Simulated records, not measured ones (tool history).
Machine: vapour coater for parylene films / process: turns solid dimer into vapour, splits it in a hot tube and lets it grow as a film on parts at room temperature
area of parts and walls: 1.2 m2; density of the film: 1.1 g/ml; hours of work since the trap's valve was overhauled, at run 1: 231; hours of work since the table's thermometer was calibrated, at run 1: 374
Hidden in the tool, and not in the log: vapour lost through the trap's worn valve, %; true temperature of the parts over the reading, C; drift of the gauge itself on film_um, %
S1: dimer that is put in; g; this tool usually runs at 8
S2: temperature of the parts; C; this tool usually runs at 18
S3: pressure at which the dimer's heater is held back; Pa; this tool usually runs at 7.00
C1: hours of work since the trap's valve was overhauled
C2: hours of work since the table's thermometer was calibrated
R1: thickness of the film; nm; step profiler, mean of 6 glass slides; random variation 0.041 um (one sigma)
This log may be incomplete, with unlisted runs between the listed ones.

run 1 hour=0.0 | S1=8 S2=18 S3=7.00 | C1=231 C2=374 | R1=4490
run 2 hour=40.1 | S1=8 S2=18 S3=7.00 | C1=257 C2=399 | R1=4530
run 3 hour=58.4 | S1=8 S2=18 S3=7.00 | C1=268 C2=410 | R1=4520
run 4 hour=78.1 | S1=8 S2=22 S3=7.00 | C1=281 C2=423 | R1=4210
run 5 hour=97.5 | S1=8 S2=22 S3=7.00 | C1=293 C2=435 | R1=4190
run 6 hour=126.6 | S1=8 S2=22 S3=7.00 | C1=311 C2=453 | R1=4230
run 7 hour=149.0 | S1=8 S2=22 S3=7.00 | C1=325 C2=468 | R1=4160
run 8 hour=167.4 | S1=8 S2=22 S3=7.00 | C1=337 C2=479 | R1=4310
run 9 hour=195.9 | S1=8 S2=18 S3=7.42 | C1=355 C2=497 | R1=4470
run 10 hour=222.6 | S1=8 S2=18 S3=7.42 | C1=372 C2=514 | R1=4480
run 11 hour=245.3 | S1=5 S2=15 S3=9.94 | C1=386 C2=528 | R1=2840
run 12 hour=283.1 | S1=3 S2=22 S3=4.67 | C1=410 C2=552 | R1=1630
-- hour=309.5 trap's valve overhauled
run 13 hour=312.9 | S1=3 S2=22 S3=4.67 | C1=2 C2=569 | R1=1680
run 14 hour=330.8 | S1=5 S2=25 S3=7.29 | C1=13 C2=580 | R1=2490
run 15 hour=349.3 | S1=5 S2=25 S3=7.29 | C1=25 C2=592 | R1=2550
run 16 hour=378.5 | S1=5 S2=25 S3=7.29 | C1=44 C2=610 | R1=2480
run 17 hour=406.6 | S1=4 S2=12 S3=10.92 | C1=61 C2=628 | R1=2410
run 18 hour=439.4 | S1=4 S2=12 S3=10.92 | C1=82 C2=648 | R1=2390
run 19 hour=468.1 | S1=6 S2=14 S3=8.38 | C1=100 C2=666 | R1=3560
run 20 hour=507.8 | S1=6 S2=11 S3=7.00 | C1=125 C2=692 | R1=3750

What if the next run were any one of these 3? Each begins from the tool's condition after run 20:
run A hour=533.4 | S1=4 S2=19 S3=3.37 | C1=141 C2=708 | R1=?
run B hour=533.4 | S1=8 S2=19 S3=2.53 | C1=141 C2=708 | R1=?
run C hour=533.4 | S1=8 S2=18 S3=7.93 | C1=141 C2=708 | R1=?

run=A R1=2360
run=B R1=4860
run=C R1=4450
Take away the tool's hidden state, keep each run's random variation, and the runs would have read:
run=A R1=2360
run=B R1=4880
run=C R1=4460

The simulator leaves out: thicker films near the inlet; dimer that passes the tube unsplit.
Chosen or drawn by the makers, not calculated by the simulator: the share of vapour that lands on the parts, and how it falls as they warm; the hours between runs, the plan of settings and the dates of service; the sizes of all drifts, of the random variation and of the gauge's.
